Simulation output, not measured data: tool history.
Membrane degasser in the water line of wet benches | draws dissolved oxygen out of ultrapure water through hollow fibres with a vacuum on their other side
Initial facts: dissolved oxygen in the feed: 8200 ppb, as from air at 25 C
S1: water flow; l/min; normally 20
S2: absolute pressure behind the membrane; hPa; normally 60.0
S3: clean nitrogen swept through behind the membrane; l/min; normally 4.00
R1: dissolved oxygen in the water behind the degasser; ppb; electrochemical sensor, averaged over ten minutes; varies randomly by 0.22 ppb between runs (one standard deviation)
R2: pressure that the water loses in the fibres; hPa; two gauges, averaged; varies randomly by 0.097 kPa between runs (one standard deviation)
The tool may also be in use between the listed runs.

run     day  S1     S2    S3     R1     R2
  1   0.000  20   60.0  4.00   35.9  328.4
  2   0.871  20   60.0  3.57   39.8  326.4
  3   2.275  20   60.0  3.57   39.8  326.4
  4   3.950  20   60.0  3.57   39.9  326.3
  5   5.388  20   60.0  3.57   40.0  326.6
  6   6.288  20   60.0  3.57   39.9  326.8
  7   8.167  20   91.3  4.00   73.6  326.9
  8  10.067  20   91.3  4.00   73.9  329.0
  9  11.367  20   58.8  4.00   34.5  327.1
 10  12.250  20   60.0  4.00   35.8  327.7
 11  13.675  20   60.0  4.00   35.6  325.0
 12  15.546  20   60.0  4.00   35.9  327.7
 13  16.867  20  117.7  4.00  105.3  328.0
 14  17.854  20  117.7  4.00  104.2  326.4
 15  18.733  20  117.7  4.00  104.7  327.6
 16  19.592  20   50.3  4.00   24.0  327.1
 17  21.412  20   50.3  4.00   24.2  327.5
 18  22.671  27   38.0  7.29   12.1  442.3

Run 19 is up next; what results do you expect?
 19  24.371  20  60.0  2.49   ?   ?

R1: 55.5 ppb
R2: 328.3 hPa
Without the tool's hidden state the same run would have given R1 55.5 ppb, R2 328.2 hPa.
